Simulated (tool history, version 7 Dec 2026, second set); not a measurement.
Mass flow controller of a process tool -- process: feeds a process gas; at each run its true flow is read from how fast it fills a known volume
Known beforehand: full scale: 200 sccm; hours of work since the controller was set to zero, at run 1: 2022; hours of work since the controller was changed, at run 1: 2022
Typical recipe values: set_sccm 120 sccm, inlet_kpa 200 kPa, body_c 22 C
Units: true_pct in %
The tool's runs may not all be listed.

run,hour,set_sccm,inlet_kpa,body_c,hours of work since the controller was set to zero,hours of work since the controller was changed,true_pct
1,0.0,120,200,22,2022,2022,99.54
2,163.0,120,200,22,2076,2076,99.64
3,309.9,120,200,22,2124,2124,99.59
4,508.6,120,200,22,2189,2189,99.61
5,767.7,120,200,22,2274,2274,99.41
6,934.9,120,200,22,2329,2329,99.36
7,1113.8,98,200,22,2388,2388,99.38
8,1279.1,98,200,22,2442,2442,99.30
9,1474.5,54,200,22,2506,2506,99.15
10,1643.7,180,200,38,2561,2561,100.13
11,1851.5,180,200,38,2630,2630,100.21
12,2056.3,180,200,38,2697,2697,100.15

Forecast each of these 3 alternatives for the next run:
A,2222.9,59,274,36,2752,2752,?
B,2222.9,120,226,30,2752,2752,?
C,2222.9,180,199,38,2752,2752,?

run,true_pct
A,100.03
B,99.68
C,99.91
With no hidden state in the tool, these same runs would have given:
run,true_pct
A,100.57
B,100.23
C,100.46
